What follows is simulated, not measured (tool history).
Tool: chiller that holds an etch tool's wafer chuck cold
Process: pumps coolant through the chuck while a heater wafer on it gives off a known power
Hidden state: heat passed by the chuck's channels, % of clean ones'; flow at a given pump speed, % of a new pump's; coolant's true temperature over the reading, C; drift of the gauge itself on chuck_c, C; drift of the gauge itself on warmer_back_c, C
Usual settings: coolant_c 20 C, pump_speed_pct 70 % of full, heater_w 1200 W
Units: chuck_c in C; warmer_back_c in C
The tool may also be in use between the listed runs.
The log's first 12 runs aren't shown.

| run | day | coolant_c | pump_speed_pct | heater_w | hours since the coolant was changed and the channels were flushed | hours since the pump was overhauled | hours since the chiller's thermometer was calibrated | chuck_c | warmer_back_c |
|---|---|---|---|---|---|---|---|---|---|
|  | 29.675 | coolant pump overhauled |
| 13 | 31.554 | 13 | 70 | 1200 | 1340 | 45 | 2841 | 23.9 | 3.50 |
| 14 | 34.304 | 20 | 70 | 1200 | 1406 | 111 | 2907 | 30.6 | 3.52 |
| 15 | 37.912 | 20 | 70 | 1111 | 1492 | 198 | 2993 | 30.1 | 3.27 |
| 16 | 40.150 | 20 | 70 | 1111 | 1546 | 251 | 3047 | 30.0 | 3.29 |
| 17 | 43.150 | 20 | 70 | 1111 | 1618 | 323 | 3119 | 30.1 | 3.27 |
|  | 44.175 | coolant pump overhauled, once more |
| 18 | 46.004 | 11 | 66 | 1283 | 1682 | 44 | 3183 | 22.7 | 3.83 |
| 19 | 48.550 | 11 | 66 | 1283 | 1743 | 105 | 3244 | 22.6 | 3.81 |
| 20 | 51.054 | 11 | 95 | 1773 | 1803 | 165 | 3304 | 23.0 | 3.63 |
|  | 51.358 | chiller's thermometer calibrated |
| 21 | 54.358 | 22 | 83 | 692 | 1881 | 243 | 72 | 27.1 | 1.62 |
| 22 | 56.933 | 24 | 83 | 884 | 1943 | 305 | 134 | 30.5 | 2.08 |
| 23 | 59.821 | 24 | 83 | 884 | 2012 | 375 | 203 | 30.4 | 2.09 |
| 24 | 62.571 | 24 | 83 | 884 | 2078 | 441 | 269 | 30.6 | 2.08 |
| 25 | 65.171 | 24 | 83 | 884 | 2141 | 503 | 332 | 30.7 | 2.06 |
| 26 | 67.583 | 24 | 83 | 884 | 2198 | 561 | 389 | 30.7 | 2.05 |
| 27 | 71.083 | 24 | 83 | 884 | 2283 | 645 | 473 | 30.5 | 2.12 |
| 28 | 74.004 | 24 | 83 | 1658 | 2353 | 715 | 543 | 36.6 | 3.91 |
| 29 | 76.146 | 16 | 79 | 1658 | 2404 | 766 | 595 | 29.0 | 4.10 |
| 30 | 78.212 | 12 | 70 | 1125 | 2454 | 816 | 645 | 21.8 | 3.11 |
| 31 | 80.254 | 14 | 87 | 831 | 2503 | 865 | 694 | 19.9 | 1.91 |
| 32 | 83.250 | 17 | 70 | 1432 | 2574 | 937 | 765 | 29.3 | 4.01 |
| 33 | 86.638 | 18 | 63 | 805 | 2656 | 1018 | 847 | 25.7 | 2.47 |

Forecast each of these 3 alternatives for the next run:
| A | 89.612 | 20 | 62 | 788 | 2727 | 1090 | 918 | ? | ? |
| B | 89.612 | 16 | 70 | 1200 | 2727 | 1090 | 918 | ? | ? |
| C | 89.612 | 18 | 65 | 1386 | 2727 | 1090 | 918 | ? | ? |

| run | chuck_c | warmer_back_c |
|---|---|---|
| A | 27.4 | 2.51 |
| B | 26.4 | 3.38 |
| C | 30.8 | 4.18 |
Without the tool's hidden state the same runs would have given:
| run | chuck_c | warmer_back_c |
|---|---|---|
| A | 27.0 | 2.48 |
| B | 25.9 | 3.34 |
| C | 30.1 | 4.12 |

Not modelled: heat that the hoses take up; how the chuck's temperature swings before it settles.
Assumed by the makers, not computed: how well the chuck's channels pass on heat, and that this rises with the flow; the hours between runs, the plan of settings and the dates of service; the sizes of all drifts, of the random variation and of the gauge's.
